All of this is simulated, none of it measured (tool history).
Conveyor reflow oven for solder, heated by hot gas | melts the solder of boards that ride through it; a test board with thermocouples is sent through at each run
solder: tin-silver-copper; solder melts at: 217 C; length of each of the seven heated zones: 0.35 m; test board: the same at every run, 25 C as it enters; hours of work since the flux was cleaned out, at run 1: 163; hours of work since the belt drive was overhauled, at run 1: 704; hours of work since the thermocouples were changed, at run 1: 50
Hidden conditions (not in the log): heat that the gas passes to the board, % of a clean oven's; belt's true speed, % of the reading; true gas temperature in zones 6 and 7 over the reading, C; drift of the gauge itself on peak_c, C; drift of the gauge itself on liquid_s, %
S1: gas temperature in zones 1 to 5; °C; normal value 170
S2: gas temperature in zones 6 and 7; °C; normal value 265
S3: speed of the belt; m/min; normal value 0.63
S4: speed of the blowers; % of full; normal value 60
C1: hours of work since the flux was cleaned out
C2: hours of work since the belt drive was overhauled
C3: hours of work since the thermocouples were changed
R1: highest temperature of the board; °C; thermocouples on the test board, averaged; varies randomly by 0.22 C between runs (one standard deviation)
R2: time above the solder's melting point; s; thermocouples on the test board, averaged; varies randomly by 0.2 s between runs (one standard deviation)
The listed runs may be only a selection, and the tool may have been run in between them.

{"run": 1, "hour": 0.0, "S1": 170, "S2": 265, "S3": 0.63, "S4": 60, "C1": 163, "C2": 704, "C3": 50, "R1": 242, "R2": 39.3}
{"run": 2, "hour": 12.3, "S1": 170, "S2": 265, "S3": 0.63, "S4": 60, "C1": 168, "C2": 709, "C3": 55, "R1": 242.1, "R2": 39.2}
{"run": 3, "hour": 22.6, "S1": 170, "S2": 265, "S3": 0.63, "S4": 60, "C1": 172, "C2": 713, "C3": 59, "R1": 241.6, "R2": 39.3}
{"run": 4, "hour": 35.9, "S1": 170, "S2": 265, "S3": 0.704, "S4": 60, "C1": 178, "C2": 719, "C3": 64, "R1": 236.9, "R2": 30}
{"run": 5, "hour": 52.1, "S1": 170, "S2": 265, "S3": 0.704, "S4": 60, "C1": 184, "C2": 725, "C3": 71, "R1": 237.3, "R2": 29.5}
{"run": 6, "hour": 61.6, "S1": 170, "S2": 265, "S3": 0.704, "S4": 60, "C1": 188, "C2": 729, "C3": 74, "R1": 237, "R2": 29.5}
{"run": 7, "hour": 71.5, "S1": 170, "S2": 263, "S3": 0.63, "S4": 60, "C1": 192, "C2": 733, "C3": 78, "R1": 239.7, "R2": 37.6}
{"run": 8, "hour": 81.9, "S1": 170, "S2": 263, "S3": 0.63, "S4": 56, "C1": 196, "C2": 737, "C3": 83, "R1": 238.9, "R2": 36.1}
{"run": 9, "hour": 92.9, "S1": 170, "S2": 265, "S3": 0.63, "S4": 60, "C1": 200, "C2": 741, "C3": 87, "R1": 241.7, "R2": 39.2}
{"run": 10, "hour": 106.7, "S1": 170, "S2": 265, "S3": 0.63, "S4": 60, "C1": 206, "C2": 747, "C3": 93, "R1": 241.4, "R2": 39.6}
{"run": 11, "hour": 122.1, "S1": 170, "S2": 265, "S3": 0.63, "S4": 60, "C1": 212, "C2": 753, "C3": 99, "R1": 241.5, "R2": 38.9}
{"hour": 133.7, "done": "belt drive overhauled, speed set with a stopwatch"}
{"run": 12, "hour": 139.8, "S1": 170, "S2": 265, "S3": 0.631, "S4": 60, "C1": 218, "C2": 2, "C3": 104, "R1": 241.2, "R2": 38.1}
{"run": 13, "hour": 149.9, "S1": 170, "S2": 256, "S3": 0.631, "S4": 60, "C1": 222, "C2": 6, "C3": 108, "R1": 233.7, "R2": 30.4}
{"run": 14, "hour": 158.9, "S1": 170, "S2": 265, "S3": 0.63, "S4": 60, "C1": 225, "C2": 10, "C3": 112, "R1": 241.1, "R2": 37.9}
{"run": 15, "hour": 171.5, "S1": 170, "S2": 265, "S3": 0.63, "S4": 60, "C1": 230, "C2": 15, "C3": 117, "R1": 240.6, "R2": 37.9}
{"run": 16, "hour": 184.8, "S1": 159, "S2": 264, "S3": 0.741, "S4": 77, "C1": 236, "C2": 20, "C3": 122, "R1": 233.9, "R2": 23.3}
{"run": 17, "hour": 195.1, "S1": 159, "S2": 264, "S3": 0.741, "S4": 77, "C1": 240, "C2": 25, "C3": 126, "R1": 234.3, "R2": 23}
{"run": 18, "hour": 210.5, "S1": 180, "S2": 278, "S3": 0.552, "S4": 77, "C1": 246, "C2": 31, "C3": 133, "R1": 262.2, "R2": 64.8}
{"run": 19, "hour": 221.8, "S1": 170, "S2": 276, "S3": 0.643, "S4": 60, "C1": 251, "C2": 35, "C3": 137, "R1": 248.8, "R2": 43.5}
{"hour": 234.8, "done": "flux residue cleaned out of gas plates and filters"}
{"run": 20, "hour": 239.0, "S1": 170, "S2": 276, "S3": 0.643, "S4": 60, "C1": 2, "C2": 40, "C3": 142, "R1": 251, "R2": 45.7}
{"run": 21, "hour": 248.7, "S1": 159, "S2": 256, "S3": 0.566, "S4": 50, "C1": 6, "C2": 44, "C3": 146, "R1": 234.5, "R2": 32.6}
{"run": 22, "hour": 258.4, "S1": 159, "S2": 256, "S3": 0.566, "S4": 50, "C1": 9, "C2": 48, "C3": 150, "R1": 234.4, "R2": 32.4}
{"run": 23, "hour": 274.5, "S1": 181, "S2": 253, "S3": 0.566, "S4": 50, "C1": 16, "C2": 54, "C3": 156, "R1": 236.7, "R2": 42.8}
{"run": 24, "hour": 286.4, "S1": 181, "S2": 264, "S3": 0.566, "S4": 50, "C1": 21, "C2": 59, "C3": 161, "R1": 245.8, "R2": 52}
{"run": 25, "hour": 299.6, "S1": 181, "S2": 264, "S3": 0.566, "S4": 50, "C1": 26, "C2": 64, "C3": 166, "R1": 245.5, "R2": 51.6}
{"run": 26, "hour": 313.4, "S1": 181, "S2": 264, "S3": 0.566, "S4": 50, "C1": 32, "C2": 70, "C3": 172, "R1": 245.5, "R2": 51.8}
{"run": 27, "hour": 327.5, "S1": 181, "S2": 264, "S3": 0.566, "S4": 50, "C1": 37, "C2": 76, "C3": 178, "R1": 245.5, "R2": 51.7}
{"run": 28, "hour": 342.6, "S1": 181, "S2": 264, "S3": 0.566, "S4": 50, "C1": 43, "C2": 82, "C3": 184, "R1": 245.4, "R2": 51.8}
{"run": 29, "hour": 349.8, "S1": 181, "S2": 264, "S3": 0.566, "S4": 50, "C1": 46, "C2": 85, "C3": 186, "R1": 245.5, "R2": 52}
{"run": 30, "hour": 358.2, "S1": 181, "S2": 264, "S3": 0.566, "S4": 50, "C1": 49, "C2": 88, "C3": 190, "R1": 245.9, "R2": 51.7}

Below are 3 alternative next runs, each starting from the tool's condition after run 30. Predict each:
{"run": "A", "hour": 366.6, "S1": 181, "S2": 276, "S3": 0.741, "S4": 68, "C1": 53, "C2": 91, "C3": 193, "R1": "?", "R2": "?"}
{"run": "B", "hour": 366.6, "S1": 166, "S2": 264, "S3": 0.546, "S4": 55, "C1": 53, "C2": 91, "C3": 193, "R1": "?", "R2": "?"}
{"run": "C", "hour": 366.6, "S1": 162, "S2": 264, "S3": 0.734, "S4": 50, "C1": 53, "C2": 91, "C3": 193, "R1": "?", "R2": "?"}

run=A R1=249.5 R2=40.8
run=B R1=244.8 R2=48
run=C R1=229.5 R2=18.4
Without the tool's hidden state the same runs would have given:
run=A R1=250.2 R2=41.4
run=B R1=245.2 R2=48.5
run=C R1=230.1 R2=19.2
